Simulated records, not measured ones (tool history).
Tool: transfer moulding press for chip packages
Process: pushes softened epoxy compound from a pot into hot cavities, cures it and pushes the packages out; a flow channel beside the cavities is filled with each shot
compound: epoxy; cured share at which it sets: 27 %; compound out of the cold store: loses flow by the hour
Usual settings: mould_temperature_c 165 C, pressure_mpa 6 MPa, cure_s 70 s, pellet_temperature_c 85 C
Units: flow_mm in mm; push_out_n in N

run,hour,mould_temperature_c,pressure_mpa,cure_s,pellet_temperature_c,incoming compound's hours out of the cold store,flow_mm,push_out_n
1,0,165,6,70,85,47,570,732
# hour 18.9: cavities cleaned with cleaning compound and waxed
2,28.4,165,6,70,85,11.5,672,950
3,59,165,5.66,70,85,38.9,570,865
# hour 76.4: cavities cleaned with cleaning compound and waxed
4,95.8,165,5.66,70,85,43.8,550,609
# hour 106.9: cavities cleaned with cleaning compound and waxed, once more
# hour 113.9: plunger's sealing rings changed
5,119.5,165,5.66,70,80,35.2,629,526
# hour 168: cavities cleaned with cleaning compound and waxed
6,168.5,165,5.66,70,80,45,586,398
7,208.2,165,5.66,70,80,19.5,663,718
# hour 224.8: cavities cleaned with cleaning compound and waxed
8,231.8,165,6,50,85,39.2,618,1002
9,273.5,165,6,70,85,40.4,616,746
# hour 282.1: cavities cleaned with cleaning compound and waxed
10,317.4,165,6,70,77,10.4,685,740
# hour 338.5: cavities cleaned with cleaning compound and waxed
11,342.5,165,6,70,77,30.5,624,475
12,364.6,165,6,70,77,18.5,645,681
# hour 396.6: cavities cleaned with cleaning compound and waxed
13,397.3,165,6,70,77,47,563,411
14,421.5,165,5.64,70,85,27.9,601,661
# hour 454.8: cavities cleaned with cleaning compound and waxed
15,469,163,5.78,75,85,25.3,608,607
# hour 486.5: plunger's sealing rings changed
16,492.4,161,5.27,64,79,38.8,606,1160
# hour 513.1: cavities cleaned with cleaning compound and waxed
17,522.5,165,4.99,70,85,39.2,575,511
18,553.3,165,5.6,52,85,39.2,607,1294
# hour 571.2: cavities cleaned with cleaning compound and waxed
# hour 581.8: mould's thermocouples calibrated
19,593.2,165,6.82,67,87,44.4,637,605
20,623.4,159,6,70,87,33.9,657,1114
# hour 630.5: cavities cleaned with cleaning compound and waxed
21,655.8,168,5.86,91,88,44.9,564,505
# hour 686.3: cavities cleaned with cleaning compound and waxed
22,696.4,168,6,106,85,22.7,634,430
23,729.2,169,6.47,106,85,28.3,642,580
# hour 744.4: cavities cleaned with cleaning compound and waxed
24,757.9,169,6.47,106,85,16.8,661,461
25,793,166,5.47,70,88,11.3,634,744
# hour 804: cavities cleaned with cleaning compound and waxed
26,826.8,164,5.47,70,88,14.3,622,690
# hour 861.1: plunger's sealing rings changed
# hour 862.6: cavities cleaned with cleaning compound and waxed
27,865.2,164,5.47,70,88,24.4,654,462

Forecast each of these 3 alternatives for the next run:
A,895.5,165,4.76,70,85,12.2,?,?
B,895.5,164,5.47,76,88,39.1,?,?
C,895.5,165,4.69,107,85,9.4,?,?

run,flow_mm,push_out_n
A,626,722
B,597,662
C,626,560
Without the tool's hidden state the same runs would have given:
run,flow_mm,push_out_n
A,630,389
B,600,365
C,630,311
